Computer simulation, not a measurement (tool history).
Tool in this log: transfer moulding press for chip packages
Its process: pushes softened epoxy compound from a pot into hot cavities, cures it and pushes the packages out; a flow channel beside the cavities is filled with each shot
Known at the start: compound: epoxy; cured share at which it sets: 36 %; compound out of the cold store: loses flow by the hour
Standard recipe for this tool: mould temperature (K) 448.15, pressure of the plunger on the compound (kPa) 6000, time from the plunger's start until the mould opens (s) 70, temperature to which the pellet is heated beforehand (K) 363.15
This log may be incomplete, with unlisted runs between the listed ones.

run	hour	mould temperature (K)	pressure of the plunger on the compound (kPa)	time from the plunger's start until the mould opens (s)	temperature to which the pellet is heated beforehand (K)	incoming compound's hours out of the cold store	length that the compound runs in the flow channel (mm)	greatest force on the pins that push the packages out (N)
1	0.0	448.15	6000	70	363.15	17.6	994	558
# hour 12.7: cavities cleaned with cleaning compound and waxed
# hour 49.6: cavities cleaned with cleaning compound and waxed
2	62.7	448.15	6000	70	363.15	32.6	931	507
# hour 87.1: cavities cleaned with cleaning compound and waxed
# hour 107.3: plunger's sealing rings changed
# hour 123.3: cavities cleaned with cleaning compound and waxed
# hour 156.8: cavities cleaned with cleaning compound and waxed
3	164.3	448.15	6000	70	363.15	32.7	946	445
# hour 187.1: cavities cleaned with cleaning compound and waxed, once more
# hour 224.6: cavities cleaned with cleaning compound and waxed
4	242.7	448.15	6000	70	363.15	15.4	998	497
# hour 258.9: cavities cleaned with cleaning compound and waxed
# hour 294.3: cavities cleaned with cleaning compound and waxed
5	304.5	448.15	6000	70	363.15	39.3	907	463
# hour 323.0: plunger's sealing rings changed
# hour 332.2: cavities cleaned with cleaning compound and waxed
6	356.0	448.15	6000	70	363.15	14.0	1013	551
# hour 364.7: cavities cleaned with cleaning compound and waxed
# hour 400.8: cavities cleaned with cleaning compound and waxed
# hour 440.1: cavities cleaned with cleaning compound and waxed
7	444.3	448.15	6000	70	363.15	23.9	965	406
# hour 475.0: cavities cleaned with cleaning compound and waxed
8	488.6	448.15	6000	70	363.15	35.2	921	493
# hour 507.9: cavities cleaned with cleaning compound and waxed
# hour 536.4: plunger's sealing rings changed
# hour 544.3: cavities cleaned with cleaning compound and waxed
# hour 583.1: cavities cleaned with cleaning compound and waxed
9	593.0	448.15	6000	70	363.15	12.7	1014	463
# hour 618.3: cavities cleaned with cleaning compound and waxed
10	643.6	448.15	6000	70	363.15	8.2	1022	541
# hour 651.5: cavities cleaned with cleaning compound and waxed
# hour 688.8: cavities cleaned with cleaning compound and waxed
# hour 725.4: cavities cleaned with cleaning compound and waxed
11	742.5	448.15	6000	70	363.15	21.2	960	528
# hour 751.5: plunger's sealing rings changed
# hour 760.3: cavities cleaned with cleaning compound and waxed
# hour 797.3: cavities cleaned with cleaning compound and waxed
# hour 806.9: mould's thermocouples calibrated
# hour 832.1: cavities cleaned with cleaning compound and waxed
12	834.3	448.15	5260	56	363.15	13.6	950	678
# hour 865.3: cavities cleaned with cleaning compound and waxed
13	895.6	448.15	5260	56	363.15	24.3	905	940
# hour 903.2: cavities cleaned with cleaning compound and waxed
# hour 941.1: cavities cleaned with cleaning compound and waxed
14	949.3	448.15	5260	56	363.15	18.9	917	747
# hour 966.7: plunger's sealing rings changed
# hour 980.2: cavities cleaned with cleaning compound and waxed
# hour 1014.7: cavities cleaned with cleaning compound and waxed
# hour 1049.7: cavities cleaned with cleaning compound and waxed
15	1049.7	448.15	5260	56	363.15	45.1	852	578
# hour 1081.7: cavities cleaned with cleaning compound and waxed
# hour 1118.8: cavities cleaned with cleaning compound and waxed
16	1124.3	449.15	5160	56	363.15	32.9	864	633
# hour 1158.0: cavities cleaned with cleaning compound and waxed
# hour 1180.8: plunger's sealing rings changed
17	1186.6	448.15	6000	67	363.15	20.1	1002	641
# hour 1194.8: cavities cleaned with cleaning compound and waxed
# hour 1233.2: cavities cleaned with cleaning compound and waxed
# hour 1266.1: cavities cleaned with cleaning compound and waxed
18	1266.1	453.15	7450	55	363.15	9.3	1124	482
# hour 1302.9: cavities cleaned with cleaning compound and waxed
# hour 1337.4: cavities cleaned with cleaning compound and waxed
19	1337.4	453.15	6020	84	363.15	28.5	938	345
# hour 1372.0: cavities cleaned with cleaning compound and waxed
# hour 1397.3: plunger's sealing rings changed
# hour 1409.0: cavities cleaned with cleaning compound and waxed
20	1437.3	448.15	6000	70	372.15	31.9	953	592
# hour 1443.4: cavities cleaned with cleaning compound and waxed
# hour 1478.9: cavities cleaned with cleaning compound and waxed
# hour 1512.6: cavities cleaned with cleaning compound and waxed
21	1518.5	446.15	6180	57	354.15	46.7	913	678
# hour 1545.9: cavities cleaned with cleaning compound and waxed
22	1569.3	446.15	6180	57	354.15	37.5	934	887

4 ways to go on from here, each from the tool as it stands after run 22. What would each give?
# hour 1578.3: cavities cleaned with cleaning compound and waxed
# hour 1611.2: plunger's sealing rings changed
# hour 1620.3: cavities cleaned with cleaning compound and waxed
A	1644.5	450.15	6180	77	354.15	13.3	?	?
# hour 1578.3: cavities cleaned with cleaning compound and waxed
# hour 1611.2: plunger's sealing rings changed
# hour 1620.3: cavities cleaned with cleaning compound and waxed
B	1644.5	447.15	5240	70	372.15	14.5	?	?
# hour 1578.3: cavities cleaned with cleaning compound and waxed
# hour 1611.2: plunger's sealing rings changed
# hour 1620.3: cavities cleaned with cleaning compound and waxed
C	1644.5	455.15	6180	57	354.15	12.8	?	?
# hour 1578.3: cavities cleaned with cleaning compound and waxed
# hour 1611.2: plunger's sealing rings changed
# hour 1620.3: cavities cleaned with cleaning compound and waxed
D	1644.5	448.15	6360	57	356.15	46.3	?	?

run	length that the compound runs in the flow channel (mm)	greatest force on the pins that push the packages out (N)
A	1028	513
B	955	556
C	1021	564
D	942	743
Had the tool no hidden state, the same runs would have come out as:
run	length that the compound runs in the flow channel (mm)	greatest force on the pins that push the packages out (N)
A	1036	356
B	963	397
C	1029	403
D	949	546
